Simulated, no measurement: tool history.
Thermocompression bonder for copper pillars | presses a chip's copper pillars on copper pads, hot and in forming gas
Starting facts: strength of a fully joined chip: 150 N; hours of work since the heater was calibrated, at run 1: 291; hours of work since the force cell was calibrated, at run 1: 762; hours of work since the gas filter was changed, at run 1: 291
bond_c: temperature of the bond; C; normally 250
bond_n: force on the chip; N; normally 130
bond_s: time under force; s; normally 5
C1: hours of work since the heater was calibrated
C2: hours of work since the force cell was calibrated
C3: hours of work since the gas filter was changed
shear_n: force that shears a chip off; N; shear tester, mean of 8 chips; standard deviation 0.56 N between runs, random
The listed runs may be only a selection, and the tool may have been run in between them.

run 1 hour=0.0 | bond_c=250 bond_n=130 bond_s=5 | C1=291 C2=762 C3=291 | shear_n=109.1
run 2 hour=43.9 | bond_c=250 bond_n=130 bond_s=3 | C1=321 C2=792 C3=321 | shear_n=94.9
-- hour=65.7 forming gas filter changed
run 3 hour=74.3 | bond_c=236 bond_n=130 bond_s=5 | C1=342 C2=812 C3=6 | shear_n=93.8
run 4 hour=108.8 | bond_c=236 bond_n=130 bond_s=5 | C1=365 C2=836 C3=29 | shear_n=94.7
run 5 hour=132.9 | bond_c=236 bond_n=130 bond_s=5 | C1=382 C2=852 C3=46 | shear_n=93.7
run 6 hour=165.6 | bond_c=236 bond_n=130 bond_s=5 | C1=404 C2=874 C3=68 | shear_n=93.6
run 7 hour=209.9 | bond_c=250 bond_n=130 bond_s=9 | C1=434 C2=905 C3=98 | shear_n=123.8
run 8 hour=233.1 | bond_c=250 bond_n=179 bond_s=5 | C1=450 C2=920 C3=114 | shear_n=126.5
run 9 hour=271.7 | bond_c=250 bond_n=179 bond_s=5 | C1=476 C2=947 C3=141 | shear_n=126.6
run 10 hour=300.3 | bond_c=235 bond_n=130 bond_s=5 | C1=496 C2=966 C3=160 | shear_n=92.4
run 11 hour=326.1 | bond_c=235 bond_n=130 bond_s=5 | C1=514 C2=984 C3=178 | shear_n=93.6
run 12 hour=370.4 | bond_c=235 bond_n=130 bond_s=5 | C1=544 C2=1014 C3=208 | shear_n=93.4
run 13 hour=412.8 | bond_c=235 bond_n=130 bond_s=5 | C1=573 C2=1043 C3=237 | shear_n=93.3
run 14 hour=437.1 | bond_c=235 bond_n=130 bond_s=5 | C1=589 C2=1060 C3=253 | shear_n=93.2
run 15 hour=482.4 | bond_c=235 bond_n=130 bond_s=5 | C1=620 C2=1090 C3=284 | shear_n=94.0
run 16 hour=519.6 | bond_c=250 bond_n=130 bond_s=5 | C1=646 C2=1116 C3=310 | shear_n=110.2
-- hour=554.7 forming gas filter changed
run 17 hour=561.6 | bond_c=250 bond_n=170 bond_s=5 | C1=674 C2=1144 C3=5 | shear_n=125.8
run 18 hour=596.8 | bond_c=222 bond_n=130 bond_s=5 | C1=698 C2=1168 C3=29 | shear_n=78.9
run 19 hour=631.0 | bond_c=222 bond_n=130 bond_s=5 | C1=721 C2=1192 C3=52 | shear_n=80.0
run 20 hour=654.6 | bond_c=222 bond_n=130 bond_s=5 | C1=737 C2=1208 C3=68 | shear_n=79.3
run 21 hour=700.8 | bond_c=222 bond_n=130 bond_s=5 | C1=769 C2=1239 C3=100 | shear_n=80.0
run 22 hour=726.0 | bond_c=257 bond_n=181 bond_s=3 | C1=786 C2=1256 C3=117 | shear_n=123.7
-- hour=732.1 force cell calibrated
run 23 hour=762.3 | bond_c=250 bond_n=98 bond_s=6 | C1=810 C2=21 C3=141 | shear_n=100.5
run 24 hour=801.2 | bond_c=250 bond_n=130 bond_s=11 | C1=836 C2=47 C3=167 | shear_n=130.6
run 25 hour=839.5 | bond_c=278 bond_n=190 bond_s=14 | C1=862 C2=73 C3=193 | shear_n=151.5
run 26 hour=885.8 | bond_c=278 bond_n=190 bond_s=14 | C1=894 C2=105 C3=225 | shear_n=151.3
run 27 hour=934.8 | bond_c=273 bond_n=78 bond_s=3 | C1=928 C2=138 C3=258 | shear_n=92.0
run 28 hour=961.7 | bond_c=238 bond_n=100 bond_s=5 | C1=946 C2=157 C3=277 | shear_n=82.8
run 29 hour=995.3 | bond_c=260 bond_n=176 bond_s=3 | C1=969 C2=180 C3=300 | shear_n=124.5
run 30 hour=1015.7 | bond_c=260 bond_n=176 bond_s=3 | C1=983 C2=194 C3=314 | shear_n=125.6
run 31 hour=1038.2 | bond_c=274 bond_n=130 bond_s=9 | C1=998 C2=209 C3=329 | shear_n=144.3
-- hour=1046.9 forming gas filter changed
-- hour=1050.5 gauge calibrated
run 32 hour=1073.1 | bond_c=280 bond_n=130 bond_s=5 | C1=1021 C2=232 C3=18 | shear_n=134.8
run 33 hour=1115.9 | bond_c=280 bond_n=130 bond_s=5 | C1=1051 C2=262 C3=47 | shear_n=134.5
run 34 hour=1158.3 | bond_c=266 bond_n=130 bond_s=9 | C1=1080 C2=290 C3=76 | shear_n=135.7
run 35 hour=1197.6 | bond_c=227 bond_n=124 bond_s=6 | C1=1106 C2=317 C3=103 | shear_n=84.9
run 36 hour=1237.8 | bond_c=227 bond_n=124 bond_s=6 | C1=1134 C2=345 C3=130 | shear_n=85.5
run 37 hour=1263.6 | bond_c=271 bond_n=94 bond_s=8 | C1=1151 C2=362 C3=148 | shear_n=125.2
run 38 hour=1307.6 | bond_c=252 bond_n=111 bond_s=3 | C1=1182 C2=392 C3=178 | shear_n=88.8

Measured result minus the same run's result without the hidden state. Both carry the same run-to-run variation, though not necessarily the same gauge scatter:
Hidden state at play: true temperature of the bond over the reading, C; force that reaches the chip, % of what is set; oxide that the forming gas leaves, % of the face; drift of the gauge itself on shear_n, %.
run=1 shear_n=-0.1
run=2 shear_n=+0.0
run=3 shear_n=+0.4
run=4 shear_n=+0.5
run=5 shear_n=+0.5
run=6 shear_n=+0.6
run=7 shear_n=+0.8
run=8 shear_n=+0.8
run=9 shear_n=+0.9
run=10 shear_n=+0.8
run=11 shear_n=+0.9
run=12 shear_n=+1.0
run=13 shear_n=+1.1
run=14 shear_n=+1.1
run=15 shear_n=+1.2
run=16 shear_n=+1.4
run=17 shear_n=+2.0
run=18 shear_n=+1.5
run=19 shear_n=+1.5
run=20 shear_n=+1.6
run=21 shear_n=+1.7
run=22 shear_n=+2.4
run=23 shear_n=+2.0
run=24 shear_n=+2.5
run=25 shear_n=+2.9
run=26 shear_n=+3.0
run=27 shear_n=+2.1
run=28 shear_n=+2.0
run=29 shear_n=+2.9
run=30 shear_n=+3.0
run=31 shear_n=+3.4
run=32 shear_n=+0.2
run=33 shear_n=+0.3
run=34 shear_n=+0.4
run=35 shear_n=+0.6
run=36 shear_n=+0.6
run=37 shear_n=+0.8
run=38 shear_n=+0.7

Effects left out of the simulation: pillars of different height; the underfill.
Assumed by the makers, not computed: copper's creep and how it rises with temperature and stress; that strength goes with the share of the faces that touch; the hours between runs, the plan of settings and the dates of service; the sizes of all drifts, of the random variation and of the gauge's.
